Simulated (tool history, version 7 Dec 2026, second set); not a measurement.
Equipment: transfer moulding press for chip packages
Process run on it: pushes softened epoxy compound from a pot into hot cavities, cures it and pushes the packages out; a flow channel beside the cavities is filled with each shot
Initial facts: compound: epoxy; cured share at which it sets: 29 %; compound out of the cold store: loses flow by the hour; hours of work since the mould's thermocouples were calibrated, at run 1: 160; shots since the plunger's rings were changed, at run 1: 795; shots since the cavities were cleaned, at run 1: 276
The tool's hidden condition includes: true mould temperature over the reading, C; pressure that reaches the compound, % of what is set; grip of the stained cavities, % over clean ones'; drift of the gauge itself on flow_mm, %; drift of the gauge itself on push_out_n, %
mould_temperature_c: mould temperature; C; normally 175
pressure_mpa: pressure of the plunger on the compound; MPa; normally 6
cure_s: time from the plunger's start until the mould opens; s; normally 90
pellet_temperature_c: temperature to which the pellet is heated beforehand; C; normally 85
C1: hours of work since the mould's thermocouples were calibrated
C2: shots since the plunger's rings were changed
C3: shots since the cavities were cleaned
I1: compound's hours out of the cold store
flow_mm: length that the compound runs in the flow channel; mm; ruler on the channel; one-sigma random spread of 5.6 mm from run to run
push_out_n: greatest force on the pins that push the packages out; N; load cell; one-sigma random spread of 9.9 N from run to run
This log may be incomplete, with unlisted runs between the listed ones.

run 1 hour=0.0 | mould_temperature_c=175 pressure_mpa=6 cure_s=90 pellet_temperature_c=85 | C1=160 C2=795 C3=276 | I1=43.4 | flow_mm=556 push_out_n=434
run 2 hour=7.8 | mould_temperature_c=175 pressure_mpa=6 cure_s=90 pellet_temperature_c=85 | C1=165 C2=911 C3=392 | I1=21.6 | flow_mm=581 push_out_n=470
run 3 hour=14.9 | mould_temperature_c=175 pressure_mpa=6 cure_s=90 pellet_temperature_c=85 | C1=170 C2=1017 C3=498 | I1=11.9 | flow_mm=601 push_out_n=464
run 4 hour=23.4 | mould_temperature_c=175 pressure_mpa=6 cure_s=90 pellet_temperature_c=85 | C1=176 C2=1144 C3=625 | I1=16.0 | flow_mm=593 push_out_n=454
-- hour=29.7 cavities cleaned with cleaning compound and waxed
run 5 hour=30.0 | mould_temperature_c=175 pressure_mpa=6 cure_s=96 pellet_temperature_c=85 | C1=180 C2=1219 C3=3 | I1=44.5 | flow_mm=537 push_out_n=410
run 6 hour=38.9 | mould_temperature_c=175 pressure_mpa=6 cure_s=96 pellet_temperature_c=85 | C1=186 C2=1352 C3=136 | I1=32.1 | flow_mm=567 push_out_n=392
run 7 hour=44.5 | mould_temperature_c=175 pressure_mpa=6 cure_s=96 pellet_temperature_c=85 | C1=190 C2=1436 C3=220 | I1=37.1 | flow_mm=554 push_out_n=397
run 8 hour=53.4 | mould_temperature_c=175 pressure_mpa=6 cure_s=96 pellet_temperature_c=85 | C1=196 C2=1570 C3=354 | I1=21.1 | flow_mm=581 push_out_n=422
run 9 hour=59.4 | mould_temperature_c=175 pressure_mpa=6 cure_s=90 pellet_temperature_c=85 | C1=200 C2=1659 C3=443 | I1=28.7 | flow_mm=577 push_out_n=457
run 10 hour=65.3 | mould_temperature_c=175 pressure_mpa=6 cure_s=90 pellet_temperature_c=85 | C1=204 C2=1747 C3=531 | I1=15.4 | flow_mm=599 push_out_n=447
run 11 hour=72.0 | mould_temperature_c=175 pressure_mpa=6 cure_s=90 pellet_temperature_c=85 | C1=209 C2=1848 C3=632 | I1=19.5 | flow_mm=584 push_out_n=477
-- hour=77.8 cavities cleaned with cleaning compound and waxed
run 12 hour=78.1 | mould_temperature_c=176 pressure_mpa=6 cure_s=90 pellet_temperature_c=85 | C1=212 C2=1916 C3=5 | I1=12.8 | flow_mm=584 push_out_n=413
run 13 hour=87.6 | mould_temperature_c=175 pressure_mpa=6 cure_s=90 pellet_temperature_c=85 | C1=219 C2=2058 C3=147 | I1=29.3 | flow_mm=570 push_out_n=462
run 14 hour=96.1 | mould_temperature_c=175 pressure_mpa=6 cure_s=90 pellet_temperature_c=85 | C1=225 C2=2185 C3=274 | I1=14.6 | flow_mm=597 push_out_n=458
run 15 hour=101.3 | mould_temperature_c=175 pressure_mpa=6 cure_s=116 pellet_temperature_c=85 | C1=229 C2=2262 C3=351 | I1=10.0 | flow_mm=616 push_out_n=362

Estimate the outcome of run 16 from the log above:
run 16 hour=105.8 | mould_temperature_c=175 pressure_mpa=6 cure_s=116 pellet_temperature_c=85 | C1=232 C2=2329 C3=418 | I1=40.1 | flow_mm=? push_out_n=?

flow_mm: 550 mm
push_out_n: 356 N
Had the tool carried no hidden state, the very same run would have given flow_mm 550 mm, push_out_n 353 N.

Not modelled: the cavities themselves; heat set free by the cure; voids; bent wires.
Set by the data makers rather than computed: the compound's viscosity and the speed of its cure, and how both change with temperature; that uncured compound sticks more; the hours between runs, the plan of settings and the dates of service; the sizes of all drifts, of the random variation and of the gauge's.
